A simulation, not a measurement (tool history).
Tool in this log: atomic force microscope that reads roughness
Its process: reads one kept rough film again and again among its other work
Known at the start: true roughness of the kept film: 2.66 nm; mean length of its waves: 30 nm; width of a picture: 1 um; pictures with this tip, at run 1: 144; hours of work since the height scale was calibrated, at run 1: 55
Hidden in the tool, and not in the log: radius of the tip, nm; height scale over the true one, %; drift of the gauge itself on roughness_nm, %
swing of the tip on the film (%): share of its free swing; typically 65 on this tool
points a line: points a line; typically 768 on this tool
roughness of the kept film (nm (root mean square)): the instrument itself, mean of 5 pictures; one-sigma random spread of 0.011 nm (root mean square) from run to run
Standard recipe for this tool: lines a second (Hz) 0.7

run	hour	lines a second (Hz)	swing of the tip on the film (%)	points a line	pictures with this tip	hours of work since the height scale was calibrated	roughness of the kept film (nm (root mean square))
1	0	0.7	65	768	144	55	2.442
2	16	0.7	65	768	166	62	2.429
3	31.4	0.7	65	768	188	68	2.43
4	51.9	0.7	65	768	216	76	2.422
5	65.9	0.7	65	768	235	82	2.435
6	81.1	0.7	65	768	256	88	2.426
7	102.7	0.7	65	768	286	97	2.428
8	126.5	0.7	65	768	318	107	2.418
9	137.4	0.7	65	768	333	111	2.425
10	150	0.7	65	768	351	116	2.428
# hour 170: new tip fitted
11	174.8	0.7	57	768	7	126	2.423
12	193.3	0.7	57	768	32	133	2.445
13	215.9	0.7	57	768	63	142	2.444
14	235.4	2.724	65	768	90	150	2.368
15	251.7	0.7	65	768	112	157	2.422
16	269.4	0.7	65	768	137	164	2.438
17	290.8	0.7	65	768	166	173	2.439
18	303.9	0.7	65	768	184	178	2.434
19	316	0.723	55	353	201	183	2.42
20	332.6	0.723	55	353	224	190	2.422

What will run 21 give?
21	356.6	0.723	55	353	257	199	?

{"run 21": {"roughness of the kept film (nm (root mean square))": 2.425}}
With the hidden condition absent and the run-to-run variation left alone, this run would have shown roughness of the kept film (nm (root mean square)) 2.431.
